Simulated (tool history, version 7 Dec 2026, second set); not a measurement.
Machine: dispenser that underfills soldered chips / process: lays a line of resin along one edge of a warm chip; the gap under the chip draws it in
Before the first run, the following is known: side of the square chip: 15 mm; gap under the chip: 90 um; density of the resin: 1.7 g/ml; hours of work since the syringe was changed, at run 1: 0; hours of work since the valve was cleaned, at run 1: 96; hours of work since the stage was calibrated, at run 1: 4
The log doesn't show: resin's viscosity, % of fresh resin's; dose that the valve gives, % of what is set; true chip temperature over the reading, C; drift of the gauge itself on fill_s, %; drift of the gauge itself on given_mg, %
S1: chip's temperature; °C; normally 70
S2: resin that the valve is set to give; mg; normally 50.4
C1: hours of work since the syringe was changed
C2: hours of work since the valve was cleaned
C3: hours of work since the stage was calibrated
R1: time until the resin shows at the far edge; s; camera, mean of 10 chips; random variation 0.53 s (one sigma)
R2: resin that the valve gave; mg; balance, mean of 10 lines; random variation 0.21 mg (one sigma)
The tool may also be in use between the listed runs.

Run 1, hour 0: usual settings; C1 0; C2 96; C3 4. Result: R1 45 s, R2 47.14 mg.
Run 2, hour 5.5: usual settings but S1 83 °C; C1 4; C2 100; C3 8. Result: R1 33.6 s, R2 47.02 mg.
Run 3, hour 11.7: usual settings but S1 83 °C; C1 8; C2 105; C3 12. Result: R1 40.4 s, R2 47.2 mg.
At hour 12.6: new syringe of resin.
Run 4, hour 17.3: usual settings but S2 44.5 mg; C1 3; C2 108; C3 16. Result: R1 51.9 s, R2 41.55 mg.
Run 5, hour 20.9: usual settings but S2 44.5 mg; C1 6; C2 111; C3 18. Result: R1 59 s, R2 41.31 mg.
At hour 25.7: new syringe of resin.
Run 6, hour 27: usual settings but S2 44.5 mg; C1 1; C2 115; C3 22. Result: R1 47.9 s, R2 41.37 mg.
Run 7, hour 33.2: usual settings but S2 44.5 mg; C1 5; C2 119; C3 27. Result: R1 58.4 s, R2 40.98 mg.
At hour 34.9: dispensing valve cleaned and set on the balance.
Run 8, hour 38.2: usual settings; C1 8; C2 2; C3 30. Result: R1 61.5 s, R2 50.16 mg.
At hour 39.4: new syringe of resin.
Run 9, hour 45.2: usual settings; C1 4; C2 7; C3 34. Result: R1 52.5 s, R2 49.93 mg.
Run 10, hour 51.1: usual settings; C1 8; C2 11; C3 38. Result: R1 63.8 s, R2 50.03 mg.
At hour 51.9: new syringe of resin.
Run 11, hour 54.5: usual settings but S1 79 °C, S2 62 mg; C1 2; C2 13; C3 41. Result: R1 34.2 s, R2 61.24 mg.
Run 12, hour 59.3: usual settings but S1 79 °C, S2 62 mg; C1 5; C2 17; C3 44. Result: R1 39.2 s, R2 61.16 mg.
Run 13, hour 63.8: usual settings but S1 84 °C, S2 47.4 mg; C1 8; C2 20; C3 47. Result: R1 40 s, R2 46.75 mg.
At hour 64.8: new syringe of resin.
Run 14, hour 69.5: usual settings but S1 84 °C, S2 47.4 mg; C1 3; C2 24; C3 51. Result: R1 32.4 s, R2 46.76 mg.
Run 15, hour 73.7: usual settings but S1 66 °C, S2 64.1 mg; C1 6; C2 27; C3 54. Result: R1 66.6 s, R2 62.32 mg.
At hour 77.5: new syringe of resin.
Run 16, hour 77.5: usual settings but S1 66 °C, S2 64.1 mg; C1 0; C2 29; C3 56. Result: R1 50.1 s, R2 63.15 mg.
Run 17, hour 83.3: usual settings but S1 56 °C, S2 54.1 mg; C1 4; C2 33; C3 60. Result: R1 86.4 s, R2 52.7 mg.
At hour 90.1: new syringe of resin.
Run 18, hour 90.1: usual settings but S1 57 °C, S2 58.4 mg; C1 0; C2 38; C3 65. Result: R1 68.2 s, R2 56.87 mg.
Run 19, hour 93.7: usual settings but S1 69 °C, S2 58.4 mg; C1 2; C2 40; C3 67. Result: R1 49.2 s, R2 56.73 mg.

Forecast each of these 4 alternatives for the next run:
Run A, hour 100.6: usual settings but S1 64 °C; C1 7; C2 45; C3 72. Result: R1 ?, R2 ?.
Run B, hour 100.6: usual settings but S1 85 °C, S2 57.9 mg; C1 7; C2 45; C3 72. Result: R1 ?, R2 ?.
Run C, hour 100.6: usual settings but S1 66 °C, S2 48.7 mg; C1 7; C2 45; C3 72. Result: R1 ?, R2 ?.
Run D, hour 100.6: usual settings but S1 73 °C, S2 48.8 mg; C1 7; C2 45; C3 72. Result: R1 ?, R2 ?.

run    R1     R2
  A  74.2  48.51
  B  35.5  56.18
  C  71.1  47.26
  D  53.9  47.28
Take away the tool's hidden state, keep each run's random variation, and the runs would have read:
run    R1     R2
  A  53.4  50.05
  B  25.7  57.97
  C  51.1  48.76
  D  38.8  48.78

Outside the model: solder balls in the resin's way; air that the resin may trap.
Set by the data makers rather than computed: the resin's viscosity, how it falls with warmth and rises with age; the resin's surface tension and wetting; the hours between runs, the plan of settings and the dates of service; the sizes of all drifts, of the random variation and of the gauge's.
